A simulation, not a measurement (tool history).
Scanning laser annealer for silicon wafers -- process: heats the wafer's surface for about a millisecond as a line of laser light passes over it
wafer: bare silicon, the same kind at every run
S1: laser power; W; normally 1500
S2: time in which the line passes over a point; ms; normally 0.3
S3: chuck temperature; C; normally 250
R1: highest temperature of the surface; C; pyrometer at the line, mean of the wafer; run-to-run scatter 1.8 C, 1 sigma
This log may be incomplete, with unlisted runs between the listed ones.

run	hour	S1	S2	S3	R1
1	0	1500	0.3	250	942
2	13.1	1354	0.3	250	873
3	20.2	1354	0.3	250	870
4	33	1354	0.3	250	872
5	39.8	1354	0.3	250	866
6	46.8	1354	0.3	250	875
7	55.2	1500	0.3	250	942
8	64.6	1500	0.3	250	938
9	70.9	1500	0.3	250	938
10	76.8	1500	0.3	250	941
11	88.1	1500	0.3	250	939
12	97.2	1500	0.3	250	945
13	105.6	1524	0.23	249	847
14	111.4	1524	0.23	249	846
15	120.9	1500	0.235	231	827
16	134.8	1360	0.293	274	886
17	143	1562	0.216	239	827
18	154.6	1279	0.239	252	759
19	162.4	1347	0.226	286	805
20	176.3	1500	0.303	225	920
21	182.3	1400	0.222	250	785

Predict each of these 5 candidate next runs independently; none follows another, all start after run 21:
A	194	1500	0.314	247	?
B	194	1550	0.222	250	?
C	194	1400	0.353	228	?
D	194	1618	0.296	250	?
E	194	1529	0.3	250	?

run	R1
A	956
B	844
C	930
D	985
E	953
Had the tool no hidden state, the same runs would have come out as:
run	R1
A	973
B	858
C	947
D	1003
E	970
